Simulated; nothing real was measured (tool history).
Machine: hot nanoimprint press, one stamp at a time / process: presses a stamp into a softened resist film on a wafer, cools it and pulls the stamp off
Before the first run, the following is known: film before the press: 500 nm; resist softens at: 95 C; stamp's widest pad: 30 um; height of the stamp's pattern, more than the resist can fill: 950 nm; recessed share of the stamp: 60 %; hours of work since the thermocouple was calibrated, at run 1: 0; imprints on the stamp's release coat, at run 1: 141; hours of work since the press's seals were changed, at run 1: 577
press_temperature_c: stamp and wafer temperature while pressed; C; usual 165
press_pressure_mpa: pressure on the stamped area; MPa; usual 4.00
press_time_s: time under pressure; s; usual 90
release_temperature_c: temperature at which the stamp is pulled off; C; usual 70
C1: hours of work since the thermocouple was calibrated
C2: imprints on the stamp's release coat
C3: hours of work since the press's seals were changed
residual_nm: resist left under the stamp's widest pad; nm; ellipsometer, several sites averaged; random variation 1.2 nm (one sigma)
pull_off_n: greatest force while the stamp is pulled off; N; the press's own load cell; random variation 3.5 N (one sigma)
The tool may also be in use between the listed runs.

{"run": 1, "hour": 0.0, "press_temperature_c": 165, "press_pressure_mpa": 4.0, "press_time_s": 90, "release_temperature_c": 70, "C1": 0, "C2": 141, "C3": 577, "residual_nm": 239.9, "pull_off_n": 178}
{"run": 2, "hour": 27.3, "press_temperature_c": 165, "press_pressure_mpa": 4.0, "press_time_s": 90, "release_temperature_c": 70, "C1": 14, "C2": 243, "C3": 591, "residual_nm": 238.8, "pull_off_n": 177}
{"run": 3, "hour": 44.6, "press_temperature_c": 165, "press_pressure_mpa": 4.0, "press_time_s": 90, "release_temperature_c": 70, "C1": 23, "C2": 308, "C3": 600, "residual_nm": 239.7, "pull_off_n": 185}
{"run": 4, "hour": 62.8, "press_temperature_c": 165, "press_pressure_mpa": 4.0, "press_time_s": 75, "release_temperature_c": 70, "C1": 32, "C2": 376, "C3": 609, "residual_nm": 254.8, "pull_off_n": 187}
{"run": 5, "hour": 79.7, "press_temperature_c": 165, "press_pressure_mpa": 4.0, "press_time_s": 117, "release_temperature_c": 70, "C1": 41, "C2": 440, "C3": 618, "residual_nm": 218.5, "pull_off_n": 189}
{"run": 6, "hour": 107.0, "press_temperature_c": 165, "press_pressure_mpa": 4.0, "press_time_s": 117, "release_temperature_c": 70, "C1": 55, "C2": 542, "C3": 632, "residual_nm": 218.1, "pull_off_n": 193}
{"run": 7, "hour": 127.6, "press_temperature_c": 165, "press_pressure_mpa": 4.0, "press_time_s": 117, "release_temperature_c": 70, "C1": 66, "C2": 619, "C3": 643, "residual_nm": 215.2, "pull_off_n": 198}
{"run": 8, "hour": 156.8, "press_temperature_c": 165, "press_pressure_mpa": 4.0, "press_time_s": 117, "release_temperature_c": 70, "C1": 81, "C2": 729, "C3": 658, "residual_nm": 215.7, "pull_off_n": 203}
{"hour": 162.4, "done": "plate thermocouple calibrated"}
{"run": 9, "hour": 174.0, "press_temperature_c": 165, "press_pressure_mpa": 5.3, "press_time_s": 147, "release_temperature_c": 70, "C1": 6, "C2": 782, "C3": 665, "residual_nm": 170.1, "pull_off_n": 196}
{"run": 10, "hour": 191.4, "press_temperature_c": 165, "press_pressure_mpa": 4.0, "press_time_s": 90, "release_temperature_c": 63, "C1": 15, "C2": 847, "C3": 674, "residual_nm": 234.2, "pull_off_n": 213}
{"run": 11, "hour": 207.9, "press_temperature_c": 165, "press_pressure_mpa": 4.0, "press_time_s": 90, "release_temperature_c": 63, "C1": 23, "C2": 909, "C3": 683, "residual_nm": 233.5, "pull_off_n": 217}
{"run": 12, "hour": 236.7, "press_temperature_c": 165, "press_pressure_mpa": 4.0, "press_time_s": 90, "release_temperature_c": 63, "C1": 38, "C2": 1017, "C3": 698, "residual_nm": 233.0, "pull_off_n": 218}
{"run": 13, "hour": 253.7, "press_temperature_c": 165, "press_pressure_mpa": 4.0, "press_time_s": 90, "release_temperature_c": 63, "C1": 47, "C2": 1081, "C3": 707, "residual_nm": 230.4, "pull_off_n": 215}
{"run": 14, "hour": 270.4, "press_temperature_c": 165, "press_pressure_mpa": 3.48, "press_time_s": 90, "release_temperature_c": 63, "C1": 56, "C2": 1144, "C3": 715, "residual_nm": 244.5, "pull_off_n": 221}
{"run": 15, "hour": 301.8, "press_temperature_c": 165, "press_pressure_mpa": 3.48, "press_time_s": 52, "release_temperature_c": 58, "C1": 72, "C2": 1261, "C3": 731, "residual_nm": 292.9, "pull_off_n": 234}

What if the next run were any one of these 4? Each begins from the tool's condition after run 15:
{"hour": 310.2, "done": "plate thermocouple calibrated, once more"}
{"run": "A", "hour": 319.2, "press_temperature_c": 165, "press_pressure_mpa": 3.29, "press_time_s": 48, "release_temperature_c": 70, "C1": 5, "C2": 1315, "C3": 739, "residual_nm": "?", "pull_off_n": "?"}
{"hour": 310.2, "done": "plate thermocouple calibrated, once more"}
{"run": "B", "hour": 319.2, "press_temperature_c": 165, "press_pressure_mpa": 3.57, "press_time_s": 91, "release_temperature_c": 68, "C1": 5, "C2": 1315, "C3": 739, "residual_nm": "?", "pull_off_n": "?"}
{"hour": 310.2, "done": "plate thermocouple calibrated, once more"}
{"run": "C", "hour": 319.2, "press_temperature_c": 159, "press_pressure_mpa": 4.0, "press_time_s": 113, "release_temperature_c": 58, "C1": 5, "C2": 1315, "C3": 739, "residual_nm": "?", "pull_off_n": "?"}
{"hour": 310.2, "done": "plate thermocouple calibrated, once more"}
{"run": "D", "hour": 319.2, "press_temperature_c": 165, "press_pressure_mpa": 3.48, "press_time_s": 52, "release_temperature_c": 58, "C1": 5, "C2": 1315, "C3": 739, "residual_nm": "?", "pull_off_n": "?"}

run=A residual_nm=330.9 pull_off_n=220
run=B residual_nm=259.0 pull_off_n=227
run=C residual_nm=301.0 pull_off_n=239
run=D residual_nm=314.5 pull_off_n=241
Without the tool's hidden state the same runs would have given:
run=A residual_nm=324.2 pull_off_n=166
run=B residual_nm=252.2 pull_off_n=172
run=C residual_nm=293.2 pull_off_n=180
run=D residual_nm=307.5 pull_off_n=182
